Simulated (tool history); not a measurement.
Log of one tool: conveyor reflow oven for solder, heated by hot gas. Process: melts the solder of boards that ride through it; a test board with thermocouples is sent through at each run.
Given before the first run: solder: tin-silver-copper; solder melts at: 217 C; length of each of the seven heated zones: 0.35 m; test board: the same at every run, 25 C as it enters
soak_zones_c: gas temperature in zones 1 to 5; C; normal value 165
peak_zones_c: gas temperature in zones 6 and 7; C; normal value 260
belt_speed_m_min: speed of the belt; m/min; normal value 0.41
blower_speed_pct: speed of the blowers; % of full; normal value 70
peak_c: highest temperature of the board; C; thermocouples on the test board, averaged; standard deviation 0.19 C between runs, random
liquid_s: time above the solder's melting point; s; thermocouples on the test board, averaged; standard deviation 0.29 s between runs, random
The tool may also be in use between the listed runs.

Run 1, hour 0: usual settings. Result: peak_c 248.2 C, liquid_s 70.1 s.
Run 2, hour 15.2: usual settings. Result: peak_c 248.5 C, liquid_s 70.4 s.
Run 3, hour 25.3: usual settings but peak_zones_c 264 C. Result: peak_c 251.6 C, liquid_s 73.9 s.
Run 4, hour 37: usual settings. Result: peak_c 248.4 C, liquid_s 70.1 s.
Run 5, hour 46.6: usual settings but belt_speed_m_min 0.366 m/min. Result: peak_c 251 C, liquid_s 83.4 s.
Run 6, hour 55.2: usual settings but belt_speed_m_min 0.486 m/min. Result: peak_c 242.6 C, liquid_s 51.1 s.
Run 7, hour 69.6: usual settings but belt_speed_m_min 0.486 m/min. Result: peak_c 242.7 C, liquid_s 51.5 s.
Run 8, hour 80.8: usual settings but peak_zones_c 262 C, belt_speed_m_min 0.486 m/min. Result: peak_c 243.9 C, liquid_s 52.9 s.
Run 9, hour 93.3: usual settings but peak_zones_c 262 C, belt_speed_m_min 0.486 m/min. Result: peak_c 244.1 C, liquid_s 53.3 s.
Run 10, hour 99.5: usual settings but peak_zones_c 262 C, belt_speed_m_min 0.486 m/min. Result: peak_c 244.5 C, liquid_s 53 s.
Run 11, hour 111.3: usual settings. Result: peak_c 247.5 C, liquid_s 69.4 s.
Run 12, hour 117.8: usual settings but soak_zones_c 151 C, peak_zones_c 270 C, belt_speed_m_min 0.38 m/min, blower_speed_pct 74 % of full. Result: peak_c 258.6 C, liquid_s 80.6 s.
Run 13, hour 135.6: usual settings but soak_zones_c 171 C, peak_zones_c 263 C, belt_speed_m_min 0.35 m/min. Result: peak_c 256 C, liquid_s 94.9 s.
Run 14, hour 145.5: usual settings but soak_zones_c 158 C, peak_zones_c 261 C, belt_speed_m_min 0.415 m/min, blower_speed_pct 88 % of full. Result: peak_c 250.1 C, liquid_s 69.3 s.
Run 15, hour 155.2: usual settings but soak_zones_c 170 C, peak_zones_c 263 C, belt_speed_m_min 0.415 m/min, blower_speed_pct 88 % of full. Result: peak_c 253.2 C, liquid_s 76.7 s.
Run 16, hour 161.4: usual settings but peak_zones_c 268 C, belt_speed_m_min 0.379 m/min. Result: peak_c 257.3 C, liquid_s 85.7 s.
Run 17, hour 171.1: usual settings but peak_zones_c 274 C, belt_speed_m_min 0.448 m/min. Result: peak_c 257.1 C, liquid_s 70.9 s.
Run 18, hour 178.5: usual settings but peak_zones_c 274 C, belt_speed_m_min 0.463 m/min, blower_speed_pct 78 % of full. Result: peak_c 257.6 C, liquid_s 68.7 s.
Run 19, hour 192.7: usual settings but soak_zones_c 150 C, peak_zones_c 261 C, belt_speed_m_min 0.386 m/min, blower_speed_pct 58 % of full. Result: peak_c 246 C, liquid_s 65 s.
Run 20, hour 207: usual settings but soak_zones_c 150 C, peak_zones_c 261 C, belt_speed_m_min 0.386 m/min, blower_speed_pct 58 % of full. Result: peak_c 245.6 C, liquid_s 64.5 s.
Run 21, hour 214.2: usual settings but soak_zones_c 150 C, peak_zones_c 261 C, belt_speed_m_min 0.386 m/min, blower_speed_pct 58 % of full. Result: peak_c 245.9 C, liquid_s 65 s.

Between the runs listed above, the log contained 2 entries, not reproduced here. Where in the sequence does each belong, and how does what the log doesn't record of the tool's condition differ from the listed run before to the listed run after?
From run 12 to run 13: belt drive overhauled, speed set with a stopwatch (hour 122.8)
  heat that the gas passes to the board, % of a clean oven's: 96.6 -> 96.3; belt's true speed, % of the reading: 99.77 -> 99.65; true gas temperature in zones 6 and 7 over the reading, C: 1.89 -> 1.9
  what was measured, less what the result would be without the hidden state, peak_c: +1.1 -> +1.3 C; liquid_s: +0.8 -> +1.2 s
From run 18 to run 19: belt drive overhauled, speed set with a stopwatch, once more (hour 192.7)
  heat that the gas passes to the board, % of a clean oven's: 95.4 -> 95.2; belt's true speed, % of the reading: 99.63 -> 99.83; true gas temperature in zones 6 and 7 over the reading, C: 1.95 -> 1.96
  what was measured, less what the result would be without the hidden state, peak_c: +0.6 -> +0.8 C; liquid_s: +0.4 -> +0.6 s

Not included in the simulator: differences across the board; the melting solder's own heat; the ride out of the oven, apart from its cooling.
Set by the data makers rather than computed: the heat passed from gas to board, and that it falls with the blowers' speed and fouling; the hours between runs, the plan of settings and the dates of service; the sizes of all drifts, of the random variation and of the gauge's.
